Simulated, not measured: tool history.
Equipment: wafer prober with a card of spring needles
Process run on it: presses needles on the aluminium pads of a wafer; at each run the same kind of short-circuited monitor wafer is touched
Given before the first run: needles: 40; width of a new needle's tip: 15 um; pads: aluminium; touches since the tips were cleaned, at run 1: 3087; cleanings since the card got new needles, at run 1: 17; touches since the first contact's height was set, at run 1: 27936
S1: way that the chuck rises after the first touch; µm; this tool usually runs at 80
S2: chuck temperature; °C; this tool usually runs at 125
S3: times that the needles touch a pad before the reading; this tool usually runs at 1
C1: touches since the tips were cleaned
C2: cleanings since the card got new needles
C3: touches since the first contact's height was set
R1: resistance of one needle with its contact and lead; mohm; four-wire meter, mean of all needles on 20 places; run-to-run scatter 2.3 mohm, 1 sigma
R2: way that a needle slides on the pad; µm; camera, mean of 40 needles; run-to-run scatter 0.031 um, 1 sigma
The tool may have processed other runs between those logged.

run	hour	S1	S2	S3	C1	C2	C3	R1	R2
1	0.0	80	125	1	3087	17	27936	267	12.41
# hour 8.0: tips cleaned on abrasive film
2	13.0	80	125	1	3135	18	35988	262	12.39
# hour 20.7: tips cleaned on abrasive film
3	22.5	62	125	1	1147	19	41876	269	9.63
# hour 33.3: tips cleaned on abrasive film
4	34.6	80	125	1	822	20	49393	266	12.43
5	44.3	80	125	1	6835	20	55406	265	12.38
# hour 45.9: tips cleaned on abrasive film
6	57.0	80	125	1	6977	21	63332	264	12.36
# hour 58.7: tips cleaned on abrasive film
# hour 71.3: tips cleaned on abrasive film
7	72.6	80	125	1	797	23	72905	263	12.48
8	79.2	62	125	1	4972	23	77080	270	9.63
# hour 84.1: tips cleaned on abrasive film
9	89.8	73	125	1	3541	24	83601	266	11.31
# hour 96.6: tips cleaned on abrasive film
10	100.2	80	56	1	2259	25	90045	249	12.41
# hour 109.7: tips cleaned on abrasive film
11	112.5	80	56	1	1783	26	97684	251	12.36
# hour 122.6: tips cleaned on abrasive film
12	123.7	80	56	1	708	27	104622	245	12.36
# hour 136.0: tips cleaned on abrasive film
13	137.9	80	56	1	1202	28	113403	249	12.40
14	146.6	66	38	2	6628	28	118829	241	10.23
# hour 148.7: tips cleaned on abrasive film
# hour 151.0: height of the first contact set anew
15	156.8	66	72	2	4875	29	3625	254	10.18
# hour 162.0: tips cleaned on abrasive film
16	165.6	66	72	2	2249	30	9012	254	10.22
# hour 175.4: tips cleaned on abrasive film
17	180.8	66	72	2	3397	31	18491	254	10.27

Run 18 has not been measured yet. What should we expect?
# hour 187.9: tips cleaned on abrasive film
18	193.3	66	72	2	3372	32	26232	?	?

{"run 18": {"R1": 255, "R2": 10.27}}
Had the tool carried no hidden state, the very same run would have given R1 254 mohm, R2 10.27 µm.
